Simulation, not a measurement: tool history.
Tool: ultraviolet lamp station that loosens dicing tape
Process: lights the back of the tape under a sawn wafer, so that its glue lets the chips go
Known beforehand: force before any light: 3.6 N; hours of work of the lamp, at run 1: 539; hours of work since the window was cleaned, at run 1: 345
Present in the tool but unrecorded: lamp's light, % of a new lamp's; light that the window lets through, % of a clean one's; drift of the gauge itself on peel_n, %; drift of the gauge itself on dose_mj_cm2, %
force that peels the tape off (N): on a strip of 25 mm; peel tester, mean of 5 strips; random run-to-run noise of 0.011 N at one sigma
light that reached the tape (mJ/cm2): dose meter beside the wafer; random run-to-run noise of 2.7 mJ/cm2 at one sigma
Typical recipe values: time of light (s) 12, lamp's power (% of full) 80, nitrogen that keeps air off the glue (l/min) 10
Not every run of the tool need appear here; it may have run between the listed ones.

run,day,time of light (s),lamp's power (% of full),nitrogen that keeps air off the glue (l/min),hours of work of the lamp,hours of work since the window was cleaned,force that peels the tape off (N),light that reached the tape (mJ/cm2)
1,0.000,12,80,10,539,345,0.684,293
2,2.125,12,80,10,578,384,0.706,286
3,3.650,12,70,10,606,412,0.813,248
4,6.075,12,80,10,651,457,0.734,276
5,8.638,12,80,10,698,504,0.780,273
6,10.112,12,80,10,726,531,0.772,265
# day 11.521: window cleaned of glue's vapour
7,12.767,12,80,6,774,23,1.086,244
8,14.442,12,80,15,805,54,0.753,241
9,15.521,12,60,18,825,74,1.036,180
10,16.942,12,76,8,851,100,1.064,224
11,18.379,12,74,20,878,127,0.805,216
# day 20.296: window cleaned of glue's vapour, once more
12,20.658,12,74,20,919,7,0.626,262
# day 21.771: lamp changed
13,22.679,20,69,5,17,43,0.396,525
14,24.104,6,75,17,43,70,1.175,169
15,25.704,6,68,10,73,99,1.442,149
16,28.054,14,87,17,116,142,0.283,440

Branching from run 16: 5 alternative next runs. What would each branch give?
A,29.738,12,95,10,147,173,?,?
B,29.738,10,61,10,147,173,?,?
C,29.738,16,82,10,147,173,?,?
D,29.738,11,64,20,147,173,?,?
E,29.738,14,62,17,147,173,?,?

run,force that peels the tape off (N),light that reached the tape (mJ/cm2)
A,0.397,399
B,1.019,218
C,0.336,465
D,0.649,246
E,0.506,308
With the hidden condition removed and each run's random variation left untouched, the same runs would have given:
run,force that peels the tape off (N),light that reached the tape (mJ/cm2)
A,0.340,439
B,0.907,239
C,0.291,511
D,0.562,270
E,0.435,339
